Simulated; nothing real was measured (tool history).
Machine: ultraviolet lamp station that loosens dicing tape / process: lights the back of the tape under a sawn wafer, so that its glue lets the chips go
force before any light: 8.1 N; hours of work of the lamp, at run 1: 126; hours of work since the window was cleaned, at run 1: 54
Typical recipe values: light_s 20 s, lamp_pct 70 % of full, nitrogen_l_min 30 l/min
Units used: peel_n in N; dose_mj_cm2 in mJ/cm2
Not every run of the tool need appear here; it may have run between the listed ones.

run,hour,light_s,lamp_pct,nitrogen_l_min,hours of work of the lamp,hours of work since the window was cleaned,peel_n,dose_mj_cm2
1,0.0,20,70,30,126,54,0.737,172
2,14.4,20,70,30,135,63,0.767,169
3,46.4,20,70,30,155,83,0.786,168
4,61.2,20,70,30,164,93,0.831,168
5,81.2,20,70,30,176,105,0.800,168
6,105.1,20,70,30,191,120,0.826,163
7,119.5,20,70,44,200,129,0.697,161
8,139.9,29,70,30,213,142,0.414,232
9,164.0,20,70,30,228,157,0.860,162
10,184.3,20,70,30,240,169,0.904,158
11,204.9,20,72,30,253,182,0.850,161
12,223.2,20,70,30,265,193,0.905,156
13,245.7,24,70,30,279,207,0.642,186
14,261.7,24,70,30,289,217,0.672,183
15,276.9,24,70,30,298,227,0.680,181
16,298.9,24,70,30,312,241,0.675,182
17,317.7,24,70,30,324,252,0.699,179
# hour 323.1: window cleaned of glue's vapour
18,336.1,24,70,30,335,8,0.592,191
19,350.7,24,70,30,344,17,0.606,189
20,381.2,24,73,30,363,36,0.584,195
21,403.0,24,73,30,376,50,0.596,192
22,418.4,24,73,30,386,59,0.605,192
23,450.3,24,73,30,406,79,0.617,190
24,479.3,24,73,20,424,97,0.844,187
25,497.3,20,64,13,435,109,1.853,135
26,530.5,20,86,30,456,129,0.729,178
27,552.0,20,70,12,469,143,1.679,144
28,572.0,21,99,48,482,155,0.408,209
29,594.9,12,99,30,496,169,1.406,121
30,625.4,12,99,30,515,188,1.536,119
31,650.9,13,65,9,531,204,3.608,83
32,676.5,21,86,25,547,220,0.810,174
33,706.2,21,86,25,565,239,0.841,174
34,726.0,20,97,37,578,251,0.568,180
# hour 733.6: window cleaned of glue's vapour
35,746.0,20,67,33,590,8,1.135,137
36,764.0,20,67,33,601,19,1.139,133
37,781.5,18,70,30,612,30,1.378,126
38,797.4,15,75,36,622,40,1.540,108
39,831.4,15,75,36,643,61,1.536,108
40,855.8,37,70,30,658,76,0.371,251
41,885.1,13,90,30,677,94,1.627,108
42,915.5,13,90,30,695,113,1.621,109

A few steps of peel_n between consecutive runs. Split each: what settings, incoming material and random variation would produce without the hidden state, and what is left over for the hidden state, along with gauge scatter present in only one of the two compared results (measured, and without hidden state):
Hidden state at play: lamp's light, % of a new lamp's; light that the window lets through, % of a clean one's; drift of the gauge itself on peel_n, %; drift of the gauge itself on dose_mj_cm2, %.
Run 27 -> 28: light_s 20 -> 21, lamp_pct 70 -> 99, nitrogen_l_min 12 -> 48. peel_n -1.271 N: hidden state -0.412, all else -0.859.
Run 30 -> 31: light_s 12 -> 13, lamp_pct 99 -> 65, nitrogen_l_min 30 -> 9. peel_n +2.072 N: hidden state +0.274, all else +1.798.
Run 31 -> 32: light_s 13 -> 21, lamp_pct 65 -> 86, nitrogen_l_min 9 -> 25. peel_n -2.798 N: hidden state -0.496, all else -2.302.
Run 39 -> 40: light_s 15 -> 37, lamp_pct 75 -> 70, nitrogen_l_min 36 -> 30. peel_n -1.165 N: hidden state -0.502, all else -0.663.
Run 40 -> 41: light_s 37 -> 13, lamp_pct 70 -> 90. peel_n +1.256 N: hidden state +0.572, all else +0.684.
